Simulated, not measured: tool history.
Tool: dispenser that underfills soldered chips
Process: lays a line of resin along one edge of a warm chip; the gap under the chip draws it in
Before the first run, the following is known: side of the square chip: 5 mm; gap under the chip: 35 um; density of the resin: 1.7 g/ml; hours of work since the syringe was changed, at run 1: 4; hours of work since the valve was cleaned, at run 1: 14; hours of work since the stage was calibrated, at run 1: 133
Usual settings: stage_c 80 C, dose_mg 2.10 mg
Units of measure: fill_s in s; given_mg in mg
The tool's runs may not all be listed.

run,hour,stage_c,dose_mg,hours of work since the syringe was changed,hours of work since the valve was cleaned,hours of work since the stage was calibrated,fill_s,given_mg
1,0.0,80,2.10,4,14,133,37.8,2.087
2,3.8,80,2.10,6,16,135,40.5,2.079
# hour 5.9: new syringe of resin
3,10.2,75,2.10,3,20,139,42.2,2.082
4,15.3,75,2.10,6,23,142,48.0,2.082
# hour 17.7: new syringe of resin
5,20.1,80,2.10,1,26,144,34.1,2.069
6,23.9,80,2.10,4,28,147,36.8,2.064
7,28.1,80,2.10,6,31,149,40.9,2.069
# hour 29.7: new syringe of resin
8,30.9,80,2.10,1,32,151,34.2,2.073
9,35.3,80,2.10,3,35,154,36.8,2.072
10,40.2,80,2.10,6,38,157,41.4,2.065
# hour 41.7: new syringe of resin
11,43.6,85,2.10,1,40,159,27.9,2.064
12,48.5,85,2.10,4,43,162,31.9,2.061
# hour 53.4: new syringe of resin
13,53.8,86,2.10,0,46,165,27.1,2.061
14,58.3,86,2.10,3,49,167,31.1,2.061
15,63.3,80,2.10,6,52,170,42.6,2.051
# hour 65.2: new syringe of resin
16,68.7,94,2.10,2,55,173,23.0,2.057
17,73.2,86,2.10,5,58,176,32.8,2.044
# hour 77.0: new syringe of resin
18,79.4,86,2.10,1,61,180,29.4,2.051
19,83.0,72,2.29,4,63,182,48.9,2.232
# hour 88.9: new syringe of resin
20,88.9,72,2.29,0,67,185,42.8,2.224
21,94.3,72,2.29,3,70,189,48.4,2.227
22,96.7,72,2.29,5,72,190,51.2,2.218
23,99.7,72,2.54,7,73,192,54.6,2.470
# hour 100.7: new syringe of resin
24,103.8,93,2.02,2,76,194,24.3,1.958
25,109.3,81,2.05,5,79,198,40.1,1.983
26,111.9,68,2.05,7,81,199,66.3,1.986
# hour 112.5: new syringe of resin
27,115.3,68,2.05,2,83,201,53.3,1.984
28,120.4,68,2.05,5,86,204,62.4,1.978
# hour 124.2: new syringe of resin
29,126.0,65,1.92,1,89,208,58.9,1.850
30,131.1,65,1.92,4,92,211,68.2,1.853
# hour 136.0: new syringe of resin
31,136.1,65,1.92,0,95,214,57.2,1.847
32,139.0,73,2.55,2,97,215,43.7,2.452

Predict each of these 4 candidate next runs independently; none follows another, all start after run 32:
A,144.2,80,2.09,5,100,219,?,?
B,144.2,77,2.57,5,100,219,?,?
C,144.2,69,2.08,5,100,219,?,?
D,144.2,89,2.34,5,100,219,?,?

run,fill_s,given_mg
A,41.0,2.012
B,43.4,2.477
C,59.8,2.005
D,30.0,2.247
What these runs would have given with no unlogged condition in the tool:
run,fill_s,given_mg
A,31.4,2.095
B,33.4,2.578
C,45.6,2.087
D,23.1,2.339
